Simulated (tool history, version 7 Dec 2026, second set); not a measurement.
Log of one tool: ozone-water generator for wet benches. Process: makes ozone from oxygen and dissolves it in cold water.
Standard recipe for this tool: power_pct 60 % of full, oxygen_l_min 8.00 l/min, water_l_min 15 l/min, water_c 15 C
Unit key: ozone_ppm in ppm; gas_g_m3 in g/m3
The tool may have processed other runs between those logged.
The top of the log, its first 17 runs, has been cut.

run	hour	power_pct	oxygen_l_min	water_l_min	water_c	ozone_ppm	gas_g_m3
18	2025.3	51	8.09	15	15	20.5	127.8
19	2161.9	60	8.00	15	15	22.5	143.1
20	2283.4	60	12.28	10	15	25.1	111.1
21	2405.8	60	8.00	11	15	27.4	141.6
22	2515.2	60	8.35	15	15	22.1	136.5
23	2682.5	60	8.35	15	13	22.6	136.9
24	2803.8	60	8.35	15	13	22.7	135.1
25	2905.0	50	5.59	13	15	23.4	153.9
26	3046.2	60	8.00	11	15	26.4	139.3
27	3123.3	91	9.89	11	7	38.3	156.4
28	3209.3	91	9.89	11	7	38.0	156.0
29	3280.4	48	8.00	12	15	21.9	119.9
30	3351.7	42	9.95	12	14	19.5	98.3
31	3509.0	42	9.95	12	13	19.5	97.2
32	3604.6	42	9.95	12	13	19.7	97.9
# hour 3724.9: electrodes of the discharge changed
33	3748.9	60	13.43	15	15	26.0	137.3

Forecast each of these 4 alternatives for the next run:
A	3829.3	86	8.00	10	15	?	?
B	3829.3	77	8.91	15	11	?	?
C	3829.3	41	13.43	12	15	?	?
D	3829.3	60	13.43	15	15	?	?

run	ozone_ppm	gas_g_m3
A	50.7	249.4
B	38.4	215.3
C	20.9	100.2
D	25.6	137.7
Without the tool's unlogged condition, the same runs would have read:
run	ozone_ppm	gas_g_m3
A	52.1	251.8
B	39.6	217.2
C	21.4	100.7
D	26.4	138.7
